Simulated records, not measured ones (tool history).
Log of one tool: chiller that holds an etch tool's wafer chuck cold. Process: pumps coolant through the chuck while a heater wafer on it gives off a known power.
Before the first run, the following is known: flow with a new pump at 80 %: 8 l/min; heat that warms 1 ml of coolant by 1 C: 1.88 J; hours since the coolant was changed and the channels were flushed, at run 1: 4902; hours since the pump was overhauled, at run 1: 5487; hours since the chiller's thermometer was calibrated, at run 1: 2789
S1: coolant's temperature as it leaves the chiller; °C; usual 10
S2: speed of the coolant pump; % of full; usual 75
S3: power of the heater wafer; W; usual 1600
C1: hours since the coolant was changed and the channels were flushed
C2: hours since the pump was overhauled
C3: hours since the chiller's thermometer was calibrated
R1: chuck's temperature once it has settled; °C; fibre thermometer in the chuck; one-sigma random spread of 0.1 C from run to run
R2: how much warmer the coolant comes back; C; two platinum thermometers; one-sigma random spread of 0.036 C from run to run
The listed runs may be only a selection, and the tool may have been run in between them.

run      day  S1  S2    S3    C1    C2    C3    R1    R2
  1        0  10  75  1600  4902  5487  2789  25.5  7.04
  2    5.358  10  75  1600  5030  5616  2918  25.5  6.99
  3   11.617  10  75   819  5180  5766  3068  18.1  3.66
  4   17.912  10  75   819  5332  5917  3219  18.1  3.61
  5   24.417  10  86   819  5488  6073  3375  17.1  3.13
  6     32.3  10  86   819  5677  6262  3564  17.5  3.22
  7   38.533  19  75  1600  5826  6412  3714  34.9  7.11
  8   43.892  19  75  1600  5955  6540  3843  34.9  7.06
  9   50.088  10  75  1600  6104  6689  3991  26.2   7.1
 10   58.867  10  75  1600  6315  6900  4202  26.1  7.09
 11   65.246  10  85  1600  6468  7053  4355  24.7  6.32
 12    71.25  10  85  1600  6612  7197  4499  24.5  6.25
 13   75.825  10  85  1600  6721  7307  4609  24.7  6.35
 14   83.971  10  85  1600  6917  7502  4805  24.8  6.25
 15   93.067  10  76  1600  7135  7721  5023  26.5  7.05
 16   97.175  10  75   922  7234  7819  5121  19.8  4.16
 17  103.342  10  75  1648  7382  7967  5269  27.2  7.34
 18  107.467  14  63  1082  7481  8066  5368  27.5  5.81
     116.058  -- chiller's thermometer calibrated
 19  116.446  14  75   981  7695  8281     9  24.2  4.44
 20   122.35  17  75  1600  7837  8422   151  33.7  7.14
 21  126.058   5  68  1755  7926  8511   240  25.1  8.72
 22  132.446   5  68  1755  8079  8665   393  25.2  8.64
     136.071  -- coolant pump overhauled
 23  139.788  11  86  1403  8251    89   564  23.6  5.19
 24  146.525  11  86  1403  8412   251   726  23.8  5.19
 25  151.329  20  90  1585  8528   366   841  33.9  5.66
 26  156.704  11  77  1004  8657   495   970  21.1  4.13
 27  163.288  11  77  1004  8815   653  1128  21.2   4.2
 28    171.6   8  85  2151  9014   853  1328    28  8.11
 29  180.158   6  73  1967  9220  1058  1533  27.1  8.72
     180.979  -- coolant changed, channels flushed
 30  185.575  11  69   951   110  1182  1657  20.1  4.41
 31  194.008  11  64  1228   313  1385  1860  23.3  6.15
 32  203.079   9  70  1600   530  1602  2077  23.9  7.42

4 options for the next run, each taken on its own from the tool as it stands now. Forecast them:
  A  210.654   3  92  2300  712  1784  2259   ?   ?
  B  210.654   6  68  1086  712  1784  2259   ?   ?
  C  210.654  12  69  1007  712  1784  2259   ?   ?
  D  210.654  10  95  2372  712  1784  2259   ?   ?

run    R1    R2
  A  19.9  8.11
  B  16.5  5.12
  C  21.7   4.7
  D  26.9  8.06
With the hidden condition removed and each run's random variation left untouched, the same runs would have given:
run    R1    R2
  A  19.3  8.02
  B  16.1  5.07
  C  21.3  4.65
  D  26.3  7.98
